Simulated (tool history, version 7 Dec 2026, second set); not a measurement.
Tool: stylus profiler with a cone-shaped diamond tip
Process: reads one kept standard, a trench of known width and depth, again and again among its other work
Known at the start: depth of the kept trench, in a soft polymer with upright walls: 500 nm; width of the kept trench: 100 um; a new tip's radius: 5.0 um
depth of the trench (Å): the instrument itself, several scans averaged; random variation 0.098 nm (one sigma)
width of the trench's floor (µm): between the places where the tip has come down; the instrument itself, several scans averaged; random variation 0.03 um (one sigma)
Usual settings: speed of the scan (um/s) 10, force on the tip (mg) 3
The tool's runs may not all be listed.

run,hour,speed of the scan (um/s),force on the tip (mg),depth of the trench (Å),width of the trench's floor (µm)
1,0,10,3,5094.7,95.09
2,42.7,10,3,5095.5,95
3,68.5,10,2.43,5081.8,95.02
4,108.9,10,2.43,5082.1,94.82
5,138.3,10,2.43,5083.2,94.81
6,161.8,11,2.43,5082,94.71
7,202.2,10,5.26,5137.7,94.64
8,227,10,3,5096.4,94.61
9,253.6,10,3,5096,94.55
10,292.7,10,3,5096.4,94.46
11,328.6,10,3,5095.5,94.38
12,362.9,10,3,5097.1,94.31
13,388.6,10,3,5098.8,94.26
# hour 391.7: height scale calibrated on a step standard
14,410.8,10,3,5100.9,94.24
15,433.5,10,3,5099.6,94.19
16,453.9,8,3,5100.4,94.14
17,472.5,3,2.38,5087.2,94.18
18,500.7,9,8.55,5192.2,94.08
19,534.8,6,8.55,5194.3,93.95
20,567.8,13,8.55,5195.5,93.98
21,589.1,13,6.71,5166.9,93.88
22,629,13,6.71,5168.1,93.82
23,648.9,17,3.94,5119.1,93.76
# hour 660.4: height scale calibrated on a step standard, once more
24,673.2,6,6.76,5156.3,93.79
25,708,34,1.13,5046.2,93.47
26,737.5,28,3.6,5103.7,93.56
27,771.8,28,3.6,5101.9,93.47
28,812.7,14,4.79,5124.2,93.46
29,837.7,10,1.48,5058.8,93.43

Forecast each of these 3 alternatives for the next run:
A,863.3,6,2.25,?,?
B,863.3,7,4.94,?,?
C,863.3,7,4.06,?,?

run,depth of the trench (Å),width of the trench's floor (µm)
A,5077.7,93.37
B,5129.1,93.47
C,5111.7,93.41
Without the tool's hidden state the same runs would have given:
run,depth of the trench (Å),width of the trench's floor (µm)
A,5077.1,95.57
B,5128.5,95.66
C,5111.2,95.61
